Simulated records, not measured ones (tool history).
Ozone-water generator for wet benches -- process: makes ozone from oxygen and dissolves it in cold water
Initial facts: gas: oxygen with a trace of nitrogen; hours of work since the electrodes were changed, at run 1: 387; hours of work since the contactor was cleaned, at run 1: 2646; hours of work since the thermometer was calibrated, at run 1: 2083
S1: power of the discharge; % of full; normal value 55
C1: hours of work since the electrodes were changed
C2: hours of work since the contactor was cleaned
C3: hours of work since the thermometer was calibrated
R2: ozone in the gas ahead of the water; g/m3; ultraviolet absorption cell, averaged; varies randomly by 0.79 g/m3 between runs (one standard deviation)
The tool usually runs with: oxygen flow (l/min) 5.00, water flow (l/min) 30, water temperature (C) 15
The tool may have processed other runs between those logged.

{"run": 1, "day": 0.0, "S1": 55, "oxygen flow (l/min)": 5.0, "water flow (l/min)": 30, "water temperature (C)": 15, "C1": 387, "C2": 2646, "C3": 2083, "dissolved ozone (ppm)": 8.3, "R2": 120.5}
{"run": 2, "day": 2.079, "S1": 55, "oxygen flow (l/min)": 5.0, "water flow (l/min)": 30, "water temperature (C)": 15, "C1": 434, "C2": 2692, "C3": 2129, "dissolved ozone (ppm)": 8.3, "R2": 121.9}
{"run": 3, "day": 4.112, "S1": 55, "oxygen flow (l/min)": 5.0, "water flow (l/min)": 30, "water temperature (C)": 15, "C1": 479, "C2": 2738, "C3": 2175, "dissolved ozone (ppm)": 8.1, "R2": 122.4}
{"run": 4, "day": 5.862, "S1": 55, "oxygen flow (l/min)": 5.0, "water flow (l/min)": 38, "water temperature (C)": 15, "C1": 518, "C2": 2776, "C3": 2214, "dissolved ozone (ppm)": 6.4, "R2": 122.1}
{"run": 5, "day": 7.6, "S1": 55, "oxygen flow (l/min)": 5.0, "water flow (l/min)": 38, "water temperature (C)": 15, "C1": 556, "C2": 2815, "C3": 2252, "dissolved ozone (ppm)": 6.4, "R2": 121.6}
{"run": 6, "day": 9.804, "S1": 55, "oxygen flow (l/min)": 5.0, "water flow (l/min)": 38, "water temperature (C)": 15, "C1": 605, "C2": 2864, "C3": 2301, "dissolved ozone (ppm)": 6.2, "R2": 121.0}
{"run": 7, "day": 11.112, "S1": 55, "oxygen flow (l/min)": 5.0, "water flow (l/min)": 38, "water temperature (C)": 15, "C1": 635, "C2": 2893, "C3": 2330, "dissolved ozone (ppm)": 6.4, "R2": 121.0}
{"run": 8, "day": 12.992, "S1": 55, "oxygen flow (l/min)": 5.0, "water flow (l/min)": 47, "water temperature (C)": 15, "C1": 676, "C2": 2935, "C3": 2372, "dissolved ozone (ppm)": 4.7, "R2": 122.4}
{"run": 9, "day": 14.533, "S1": 55, "oxygen flow (l/min)": 5.0, "water flow (l/min)": 47, "water temperature (C)": 15, "C1": 711, "C2": 2969, "C3": 2406, "dissolved ozone (ppm)": 4.7, "R2": 121.6}
{"run": 10, "day": 16.812, "S1": 55, "oxygen flow (l/min)": 5.0, "water flow (l/min)": 47, "water temperature (C)": 15, "C1": 761, "C2": 3020, "C3": 2457, "dissolved ozone (ppm)": 4.8, "R2": 121.0}
{"run": 11, "day": 17.867, "S1": 55, "oxygen flow (l/min)": 5.0, "water flow (l/min)": 30, "water temperature (C)": 15, "C1": 785, "C2": 3044, "C3": 2481, "dissolved ozone (ppm)": 8.2, "R2": 119.9}
{"run": 12, "day": 19.804, "S1": 55, "oxygen flow (l/min)": 5.0, "water flow (l/min)": 31, "water temperature (C)": 15, "C1": 828, "C2": 3087, "C3": 2524, "dissolved ozone (ppm)": 8.1, "R2": 121.8}
{"run": 13, "day": 20.758, "S1": 55, "oxygen flow (l/min)": 5.0, "water flow (l/min)": 31, "water temperature (C)": 15, "C1": 849, "C2": 3108, "C3": 2545, "dissolved ozone (ppm)": 7.9, "R2": 121.0}
{"run": 14, "day": 22.521, "S1": 55, "oxygen flow (l/min)": 5.0, "water flow (l/min)": 31, "water temperature (C)": 15, "C1": 888, "C2": 3147, "C3": 2584, "dissolved ozone (ppm)": 7.9, "R2": 120.5}
{"run": 15, "day": 24.154, "S1": 55, "oxygen flow (l/min)": 5.0, "water flow (l/min)": 31, "water temperature (C)": 15, "C1": 925, "C2": 3183, "C3": 2620, "dissolved ozone (ppm)": 7.9, "R2": 121.4}
{"run": 16, "day": 26.367, "S1": 55, "oxygen flow (l/min)": 3.58, "water flow (l/min)": 31, "water temperature (C)": 15, "C1": 974, "C2": 3233, "C3": 2670, "dissolved ozone (ppm)": 7.6, "R2": 149.9}
{"run": 17, "day": 27.879, "S1": 55, "oxygen flow (l/min)": 5.0, "water flow (l/min)": 30, "water temperature (C)": 15, "C1": 1008, "C2": 3266, "C3": 2703, "dissolved ozone (ppm)": 8.1, "R2": 122.4}
{"run": 18, "day": 29.283, "S1": 55, "oxygen flow (l/min)": 5.57, "water flow (l/min)": 44, "water temperature (C)": 21, "C1": 1039, "C2": 3298, "C3": 2735, "dissolved ozone (ppm)": 5.1, "R2": 112.5}
{"run": 19, "day": 30.746, "S1": 70, "oxygen flow (l/min)": 5.0, "water flow (l/min)": 21, "water temperature (C)": 15, "C1": 1071, "C2": 3330, "C3": 2767, "dissolved ozone (ppm)": 13.9, "R2": 144.1}
{"run": 20, "day": 32.096, "S1": 64, "oxygen flow (l/min)": 5.0, "water flow (l/min)": 30, "water temperature (C)": 10, "C1": 1101, "C2": 3360, "C3": 2797, "dissolved ozone (ppm)": 9.3, "R2": 135.8}
{"run": 21, "day": 33.017, "S1": 55, "oxygen flow (l/min)": 4.32, "water flow (l/min)": 30, "water temperature (C)": 15, "C1": 1122, "C2": 3381, "C3": 2818, "dissolved ozone (ppm)": 8.2, "R2": 132.2}
{"run": 22, "day": 35.171, "S1": 86, "oxygen flow (l/min)": 4.18, "water flow (l/min)": 30, "water temperature (C)": 13, "C1": 1170, "C2": 3428, "C3": 2865, "dissolved ozone (ppm)": 11.2, "R2": 185.7}
{"day": 35.338, "done": "water thermometer calibrated"}
{"run": 23, "day": 36.979, "S1": 86, "oxygen flow (l/min)": 4.74, "water flow (l/min)": 30, "water temperature (C)": 12, "C1": 1209, "C2": 3468, "C3": 37, "dissolved ozone (ppm)": 11.4, "R2": 170.5}
{"run": 24, "day": 38.817, "S1": 86, "oxygen flow (l/min)": 4.19, "water flow (l/min)": 25, "water temperature (C)": 12, "C1": 1250, "C2": 3509, "C3": 77, "dissolved ozone (ppm)": 13.6, "R2": 183.3}
{"run": 25, "day": 40.088, "S1": 86, "oxygen flow (l/min)": 4.19, "water flow (l/min)": 25, "water temperature (C)": 12, "C1": 1279, "C2": 3537, "C3": 106, "dissolved ozone (ppm)": 13.7, "R2": 185.2}
{"day": 40.433, "done": "water thermometer calibrated, once more"}
{"run": 26, "day": 41.292, "S1": 55, "oxygen flow (l/min)": 5.0, "water flow (l/min)": 30, "water temperature (C)": 8, "C1": 1305, "C2": 3564, "C3": 19, "dissolved ozone (ppm)": 8.7, "R2": 119.2}
{"run": 27, "day": 43.121, "S1": 55, "oxygen flow (l/min)": 5.0, "water flow (l/min)": 30, "water temperature (C)": 8, "C1": 1346, "C2": 3604, "C3": 60, "dissolved ozone (ppm)": 8.6, "R2": 122.5}
{"run": 28, "day": 45.275, "S1": 95, "oxygen flow (l/min)": 7.11, "water flow (l/min)": 31, "water temperature (C)": 14, "C1": 1394, "C2": 3652, "C3": 108, "dissolved ozone (ppm)": 11.6, "R2": 140.2}
{"run": 29, "day": 47.467, "S1": 97, "oxygen flow (l/min)": 7.67, "water flow (l/min)": 31, "water temperature (C)": 14, "C1": 1442, "C2": 3701, "C3": 156, "dissolved ozone (ppm)": 11.7, "R2": 135.4}
{"run": 30, "day": 49.479, "S1": 53, "oxygen flow (l/min)": 5.0, "water flow (l/min)": 30, "water temperature (C)": 15, "C1": 1487, "C2": 3746, "C3": 201, "dissolved ozone (ppm)": 7.8, "R2": 116.6}
{"run": 31, "day": 50.767, "S1": 53, "oxygen flow (l/min)": 5.07, "water flow (l/min)": 30, "water temperature (C)": 10, "C1": 1516, "C2": 3775, "C3": 230, "dissolved ozone (ppm)": 8.2, "R2": 116.0}
{"run": 32, "day": 52.321, "S1": 79, "oxygen flow (l/min)": 3.53, "water flow (l/min)": 38, "water temperature (C)": 10, "C1": 1550, "C2": 3809, "C3": 264, "dissolved ozone (ppm)": 7.9, "R2": 193.9}
{"run": 33, "day": 54.517, "S1": 63, "oxygen flow (l/min)": 4.54, "water flow (l/min)": 38, "water temperature (C)": 10, "C1": 1599, "C2": 3858, "C3": 313, "dissolved ozone (ppm)": 7.0, "R2": 140.5}

Alternative continuations, all from the tool just after run 33; predict every row:
{"run": "A", "day": 55.842, "S1": 81, "oxygen flow (l/min)": 4.54, "water flow (l/min)": 27, "water temperature (C)": 15, "C1": 1629, "C2": 3887, "C3": 343, "dissolved ozone (ppm)": "?", "R2": "?"}
{"run": "B", "day": 55.842, "S1": 63, "oxygen flow (l/min)": 4.42, "water flow (l/min)": 38, "water temperature (C)": 10, "C1": 1629, "C2": 3887, "C3": 343, "dissolved ozone (ppm)": "?", "R2": "?"}
{"run": "C", "day": 55.842, "S1": 63, "oxygen flow (l/min)": 7.89, "water flow (l/min)": 38, "water temperature (C)": 10, "C1": 1629, "C2": 3887, "C3": 343, "dissolved ozone (ppm)": "?", "R2": "?"}
{"run": "D", "day": 55.842, "S1": 63, "oxygen flow (l/min)": 4.22, "water flow (l/min)": 23, "water temperature (C)": 13, "C1": 1629, "C2": 3887, "C3": 343, "dissolved ozone (ppm)": "?", "R2": "?"}

run=A dissolved_ozone_(ppm)=11.6 R2=167.1
run=B dissolved_ozone_(ppm)=7.0 R2=142.3
run=C dissolved_ozone_(ppm)=7.1 R2=99.0
run=D dissolved_ozone_(ppm)=12.2 R2=146.5
With the hidden condition removed and each run's random variation left untouched, the same runs would have given:
run=A dissolved_ozone_(ppm)=12.3 R2=171.2
run=B dissolved_ozone_(ppm)=7.5 R2=145.3
run=C dissolved_ozone_(ppm)=7.5 R2=101.1
run=D dissolved_ozone_(ppm)=12.8 R2=149.6
